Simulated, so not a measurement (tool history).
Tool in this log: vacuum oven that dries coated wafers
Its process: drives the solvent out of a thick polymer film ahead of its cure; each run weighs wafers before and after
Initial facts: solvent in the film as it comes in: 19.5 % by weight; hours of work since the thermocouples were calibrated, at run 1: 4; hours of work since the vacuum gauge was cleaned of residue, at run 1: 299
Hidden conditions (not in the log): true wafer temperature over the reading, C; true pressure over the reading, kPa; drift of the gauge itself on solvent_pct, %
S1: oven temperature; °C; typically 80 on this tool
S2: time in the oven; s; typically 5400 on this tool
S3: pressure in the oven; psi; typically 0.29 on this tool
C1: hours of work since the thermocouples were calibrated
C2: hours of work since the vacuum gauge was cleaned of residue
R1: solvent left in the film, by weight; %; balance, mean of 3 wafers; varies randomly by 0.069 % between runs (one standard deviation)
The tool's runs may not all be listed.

run,hour,S1,S2,S3,C1,C2,R1
1,0,80,5400,0.29,4,299,4.7
2,17,80,5400,0.29,17,312,4.81
3,26.5,80,5400,0.29,24,319,4.91
4,39,80,5400,0.29,33,328,4.78
5,52.4,80,5400,0.29,43,338,4.74
6,62.2,80,5400,0.29,51,346,4.9
# hour 64.6: vacuum gauge cleaned of residue and calibrated
7,78.6,80,5400,0.29,62,11,4.9
8,91.8,93,5400,0.29,72,21,2.16
9,105.6,69,5400,0.29,82,31,7.82
10,113.8,93,5400,0.29,88,37,2.13
11,126.5,73,4620,0.364,98,47,7.57
12,140.8,73,4620,0.364,109,57,7.81
13,155.1,84,4620,0.18,120,68,4.23
# hour 165.7: vacuum gauge cleaned of residue and calibrated, once more
14,168.9,93,6000,0.232,129,2,1.59
15,178.3,93,6000,0.232,136,10,1.78
16,195.3,83,5820,0.812,149,22,5.41

How the hidden state differs across the entries between the runs, from the last listed run before each to the first after it:
Between runs 6 and 7: vacuum gauge cleaned of residue and calibrated (hour 64.6)
  true wafer temperature over the reading, C: 0.43 -> 0.46; true pressure over the reading, kPa: 0.135 -> 0.202
  measured result minus the result with no hidden state, R1: -0.03 -> +0 %
Between runs 13 and 14: vacuum gauge cleaned of residue and calibrated, once more (hour 165.7)
  true wafer temperature over the reading, C: 0.59 -> 0.61; true pressure over the reading, kPa: 0.227 -> -0.003
  measured result minus the result with no hidden state, R1: -0.03 -> -0.08 %

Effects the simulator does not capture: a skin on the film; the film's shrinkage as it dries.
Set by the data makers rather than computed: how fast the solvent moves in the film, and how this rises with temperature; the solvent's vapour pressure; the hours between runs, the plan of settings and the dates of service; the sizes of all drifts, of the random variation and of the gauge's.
